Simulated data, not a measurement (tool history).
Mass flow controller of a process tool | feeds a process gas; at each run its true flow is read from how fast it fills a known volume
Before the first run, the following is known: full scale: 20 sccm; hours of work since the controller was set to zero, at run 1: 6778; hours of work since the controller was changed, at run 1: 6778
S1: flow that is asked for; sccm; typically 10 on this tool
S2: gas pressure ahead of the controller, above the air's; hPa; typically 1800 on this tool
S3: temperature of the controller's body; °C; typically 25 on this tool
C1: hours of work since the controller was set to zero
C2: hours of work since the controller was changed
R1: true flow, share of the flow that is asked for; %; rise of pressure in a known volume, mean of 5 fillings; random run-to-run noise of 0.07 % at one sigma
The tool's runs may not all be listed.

run     hour  S1    S2  S3    C1    C2      R1
  1        0  10  1800  25  6778  6778   98.85
  2    295.4  10  1800  25  6903  6903   98.68
  3    634.9  10  1800  25  7047  7047   98.73
  4    949.6  10  1800  25  7180  7180   98.67
  5   1225.8   2  1800  25  7296  7296   97.65
  6   1488.8   2  1800  25  7408  7408   97.71
  7   1700.8   2  1800  25  7497  7497   97.71
  8   2083.1   2  1800  25  7659  7659   97.76
  9   2419.5   2  2100  25  7801  7801   97.95
      2476.3  -- controller's zero set anew
 10   2767.1   2  2100  25   123  7948   97.93
 11   3053.7  10  1800  25   244  8069   98.86
 12   3246.1  10  1800  25   325  8150    98.6
 13   3461.4  10  1800  25   416  8241   98.74
 14   3731.2  10  1800  25   531  8355   98.72
 15   4062.5  13  1800  25   671  8495   99.05
 16     4248  10  1960  25   749  8574   98.77
 17     4539  10  1960  34   872  8697   99.65
 18   4825.3  10  1800  25   993  8818   98.65
 19   5184.1  10  1800  25  1145  8970   98.76
 20   5371.5  10  1800  25  1224  9049   98.67
 21   5573.5   6  1610  25  1309  9134    98.1
 22   5914.2   6  1610  25  1453  9278   98.08
 23   6323.1  10  2210  24  1626  9451   98.83
      6404.4  -- controller exchanged for a calibrated one
 24   6564.7  10  1680  20    68    68   98.07
 25   6732.4  17  1620  20   139   139   98.99
 26   7127.8  10  1800  26   306   306   98.76
 27   7498.1   3  1800  38   462   462   99.23
 28   7696.4  20  2170  40   546   546  101.68
 29     7879  20  2150  31   623   623  100.72
 30   8222.9  20  2150  31   769   769  100.76
 31   8612.2   3  1710  39   933   933   99.03
 32   9005.1   3  1710  39  1099  1099   99.12
 33     9284  10  2710  23  1217  1217   99.04
 34   9539.2  20  2040  22  1325  1325   99.64
 35   9868.8   3  1510  38  1465  1465    98.9
 36  10223.5   8  1510  23  1615  1615   97.91
 37  10390.5   8  1510  23  1685  1685   98.06

Predict each of these 4 candidate next runs independently; none follows another, all start after run 37:
  A  10795.4  14  1510  23  1856  1856   ?
  B  10795.4  10  1630  25  1856  1856   ?
  C  10795.4   2  2070  23  1856  1856   ?
  D  10795.4   7  1800  25  1856  1856   ?

run     R1
  A  98.81
  B  98.54
  C  97.79
  D  98.31
Had the tool no hidden state, the same runs would have come out as:
run     R1
  A   98.8
  B  98.53
  C   97.8
  D   98.3

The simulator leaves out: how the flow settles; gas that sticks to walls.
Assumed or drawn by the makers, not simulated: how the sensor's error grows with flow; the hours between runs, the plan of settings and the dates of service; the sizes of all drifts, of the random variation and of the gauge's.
